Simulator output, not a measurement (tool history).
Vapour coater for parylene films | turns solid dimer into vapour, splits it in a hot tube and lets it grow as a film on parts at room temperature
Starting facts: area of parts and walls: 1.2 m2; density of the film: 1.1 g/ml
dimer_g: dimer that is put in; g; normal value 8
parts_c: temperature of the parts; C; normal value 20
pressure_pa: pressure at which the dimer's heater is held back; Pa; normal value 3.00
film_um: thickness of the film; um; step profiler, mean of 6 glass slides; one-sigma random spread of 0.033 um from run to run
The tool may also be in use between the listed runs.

run     day  dimer_g  parts_c  pressure_pa  film_um
  1   0.000        8       20         3.00     2.96
  2   2.271        6       20         3.00     2.20
      2.946  -- trap's valve overhauled
  3   4.725        6       20         3.00     2.42
  4   7.758        6       20         3.00     2.39
  5  10.538        8       20         3.58     3.04
  6  12.950        4       20         3.00     1.54
  7  15.912        4       20         3.00     1.50
     18.529  -- trap's valve overhauled
  8  18.529        4       20         3.00     1.58
  9  20.242        8       27         3.00     2.41
 10  22.546        8       15         3.00     3.79
 11  24.821        8       20         3.00     3.06
     26.238  -- table's thermometer calibrated
 12  26.533        8       20         5.47     3.02
 13  28.367        8       20         3.00     3.08
 14  31.271        8       20         3.00     3.08
 15  33.075        8       20         3.00     3.06
     34.021  -- trap's valve overhauled
 16  35.108       13       20         3.00     5.35
 17  36.600       13       20         3.00     5.38
 18  38.733       13       17         3.00     5.87
 19  40.767       13       17         3.00     5.70
 20  42.762        4       16         5.94     1.74
 21  44.296        4       16         5.94     1.72
 22  47.158        5       22        10.01     1.62
     49.508  -- trap's valve overhauled
 23  50.175        8       25         3.84     2.67
 24  51.800        5       16         3.71     2.28
 25  54.392        3       16         4.63     1.35
 26  56.738        3       17         4.63     1.26
 27  59.475        3       17         4.63     1.25
 28  62.425        6       22         4.63     1.94
 29  64.050        6       22         4.63     1.98
     65.017  -- trap's valve overhauled
 30  65.500        8       20        11.92     2.94
 31  68.392        8       21        11.92     2.75
     69.167  -- table's thermometer calibrated
 32  70.921        8       21        11.92     2.77

Below are 3 alternative next runs, each starting from the tool's condition after run 32. Predict each:
  A  73.400       14       15         6.65        ?
  B  73.400        8       21        10.77        ?
  C  73.400        8       23         2.46        ?

run  film_um
  A     6.30
  B     2.80
  C     2.80
Had the tool no hidden state, the same runs would have come out as:
run  film_um
  A     6.71
  B     2.98
  C     2.99
